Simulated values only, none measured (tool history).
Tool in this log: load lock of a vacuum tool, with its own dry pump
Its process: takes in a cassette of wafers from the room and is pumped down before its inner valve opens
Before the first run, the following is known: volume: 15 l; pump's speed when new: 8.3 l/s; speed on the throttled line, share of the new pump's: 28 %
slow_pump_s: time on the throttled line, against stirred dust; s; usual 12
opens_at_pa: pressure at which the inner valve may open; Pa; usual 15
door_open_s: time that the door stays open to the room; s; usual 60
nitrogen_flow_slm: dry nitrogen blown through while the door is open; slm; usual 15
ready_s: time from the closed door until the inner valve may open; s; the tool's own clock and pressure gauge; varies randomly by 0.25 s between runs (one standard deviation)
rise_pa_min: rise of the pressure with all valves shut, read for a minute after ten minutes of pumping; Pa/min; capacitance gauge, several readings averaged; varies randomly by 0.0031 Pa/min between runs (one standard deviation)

run    hour  slow_pump_s  opens_at_pa  door_open_s  nitrogen_flow_slm  incoming humidity of the room's air, %  ready_s  rise_pa_min
  1       0           12           15           60                 15                                    44.8     24.6        0.086
  2   133.6           12           15           60                 15                                    47.1     25.2        0.089
  3   264.8           12           15           60                  9                                    45.5     24.5        0.094
  4   383.7           12           15           60                 15                                    41.9     24.6        0.083
  5   523.7           12           15           60                 15                                    42.5     24.7        0.084
  6   646.6           12           15           60                  9                                    44.6     24.8        0.097
  7   754.9            8           25           93                  9                                    49.7     20.6        0.144
  8   884.1           10           15           60                 15                                    47.7     23.3        0.084
  9     991           12           15           60                 15                                    47.4     24.4        0.091
 10  1060.2           21           15           60                 18                                    45.2       31        0.077
 11  1175.6           22           15           72                 15                                      46     32.1        0.093
 12  1239.5           22           15           72                 15                                    42.9       32         0.09

Not shown here: 1 entry made in the log between runs. Locate each between two listed runs and compare the hidden state at the listed run before it with the hidden state at the listed run after it:
Logged between run 8 and run 9: door's seal changed, seat wiped (hour 960.6)
  leak at the door's seal, Pa l/s: 0.0026 -> 0.002
